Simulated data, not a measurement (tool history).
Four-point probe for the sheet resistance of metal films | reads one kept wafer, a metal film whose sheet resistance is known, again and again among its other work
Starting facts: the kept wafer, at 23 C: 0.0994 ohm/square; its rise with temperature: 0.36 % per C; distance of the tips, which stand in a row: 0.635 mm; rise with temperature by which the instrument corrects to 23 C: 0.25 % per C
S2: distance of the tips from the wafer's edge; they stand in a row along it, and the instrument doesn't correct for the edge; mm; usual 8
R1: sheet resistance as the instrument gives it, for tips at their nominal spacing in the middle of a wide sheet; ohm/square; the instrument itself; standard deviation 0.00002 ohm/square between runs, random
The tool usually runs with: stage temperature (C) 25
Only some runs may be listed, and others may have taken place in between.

Run 1, day 0.000: usual settings. Result: R1 0.100380 ohm/square.
Run 2, day 0.454: usual settings but S2 41 mm. Result: R1 0.100021 ohm/square.
Run 3, day 1.042: usual settings but S2 41 mm. Result: R1 0.100036 ohm/square.
Run 4, day 1.517: usual settings but S2 41 mm. Result: R1 0.100037 ohm/square.
Run 5, day 2.088: usual settings but S2 41 mm. Result: R1 0.100043 ohm/square.
Run 6, day 2.779: usual settings but S2 41 mm. Result: R1 0.100041 ohm/square.
Run 7, day 3.308: usual settings but stage temperature (C) 26. Result: R1 0.100479 ohm/square.
Run 8, day 3.762: usual settings but stage temperature (C) 26. Result: R1 0.100476 ohm/square.
Run 9, day 4.150: usual settings. Result: R1 0.100387 ohm/square.
Run 10, day 4.729: usual settings. Result: R1 0.100371 ohm/square.
Run 11, day 5.271: usual settings but S2 28 mm. Result: R1 0.100049 ohm/square.
Run 12, day 5.679: usual settings but S2 28 mm. Result: R1 0.100062 ohm/square.
Run 13, day 6.192: usual settings but S2 28 mm. Result: R1 0.100057 ohm/square.
Run 14, day 6.729: usual settings. Result: R1 0.100392 ohm/square.
Run 15, day 7.017: usual settings. Result: R1 0.100376 ohm/square.
Run 16, day 7.308: usual settings. Result: R1 0.100377 ohm/square.
Run 17, day 8.004: usual settings. Result: R1 0.100357 ohm/square.
Run 18, day 8.667: usual settings. Result: R1 0.100389 ohm/square.
Run 19, day 9.292: usual settings. Result: R1 0.100347 ohm/square.
Run 20, day 9.658: usual settings. Result: R1 0.100352 ohm/square.
Run 21, day 10.225: usual settings. Result: R1 0.100365 ohm/square.
Run 22, day 10.775: usual settings. Result: R1 0.100351 ohm/square.
Run 23, day 11.383: usual settings. Result: R1 0.100374 ohm/square.
Run 24, day 11.754: usual settings but stage temperature (C) 23. Result: R1 0.100136 ohm/square.
Run 25, day 12.408: usual settings but stage temperature (C) 23. Result: R1 0.100131 ohm/square.
Run 26, day 12.700: usual settings but stage temperature (C) 23. Result: R1 0.100144 ohm/square.
Run 27, day 13.133: usual settings but stage temperature (C) 33, S2 21 mm. Result: R1 0.100879 ohm/square.
Run 28, day 13.621: usual settings but stage temperature (C) 24, S2 18 mm. Result: R1 0.099930 ohm/square.
Run 29, day 14.021: usual settings but stage temperature (C) 35, S2 3 mm. Result: R1 0.103446 ohm/square.
Run 30, day 14.717: usual settings but stage temperature (C) 21, S2 12 mm. Result: R1 0.099707 ohm/square.
Run 31, day 15.121: usual settings but stage temperature (C) 21, S2 12 mm. Result: R1 0.099719 ohm/square.
Run 32, day 15.775: usual settings but stage temperature (C) 21, S2 12 mm. Result: R1 0.099756 ohm/square.
Run 33, day 16.258: usual settings but stage temperature (C) 21, S2 12 mm. Result: R1 0.099703 ohm/square.
Run 34, day 16.792: usual settings but stage temperature (C) 21, S2 18 mm. Result: R1 0.099641 ohm/square.
Run 35, day 17.183: usual settings but S2 18 mm. Result: R1 0.100079 ohm/square.
Run 36, day 17.667: usual settings but stage temperature (C) 26, S2 4 mm. Result: R1 0.101458 ohm/square.
Run 37, day 17.975: usual settings but stage temperature (C) 23, S2 4 mm. Result: R1 0.101103 ohm/square.
Run 38, day 18.575: usual settings but stage temperature (C) 21, S2 75 mm. Result: R1 0.099558 ohm/square.
Run 39, day 18.933: usual settings but stage temperature (C) 22, S2 12 mm. Result: R1 0.099827 ohm/square.
Run 40, day 19.338: usual settings but stage temperature (C) 22, S2 48 mm. Result: R1 0.099702 ohm/square.
Run 41, day 19.796: usual settings but stage temperature (C) 22, S2 48 mm. Result: R1 0.099680 ohm/square.
Run 42, day 20.492: usual settings but stage temperature (C) 28, S2 19 mm. Result: R1 0.100368 ohm/square.
Run 43, day 21.042: usual settings but stage temperature (C) 29, S2 13 mm. Result: R1 0.100538 ohm/square.
Run 44, day 21.371: usual settings but stage temperature (C) 29, S2 7 mm. Result: R1 0.100846 ohm/square.
Run 45, day 22.012: usual settings but stage temperature (C) 29, S2 7 mm. Result: R1 0.100866 ohm/square.
Run 46, day 22.592: usual settings but stage temperature (C) 29, S2 7 mm. Result: R1 0.100861 ohm/square.

What if the next run were any one of these 3? Each begins from the tool's condition after run 46:
Run A, day 23.279: usual settings but stage temperature (C) 30, S2 14 mm. Result: R1 ?.
Run B, day 23.279: usual settings but stage temperature (C) 22, S2 17 mm. Result: R1 ?.
Run C, day 23.279: usual settings but stage temperature (C) 20. Result: R1 ?.

run        R1
  A  0.100660
  B  0.099758
  C  0.099754
Had the tool no hidden state, the same runs would have come out as:
run        R1
  A  0.100284
  B  0.099384
  C  0.099381
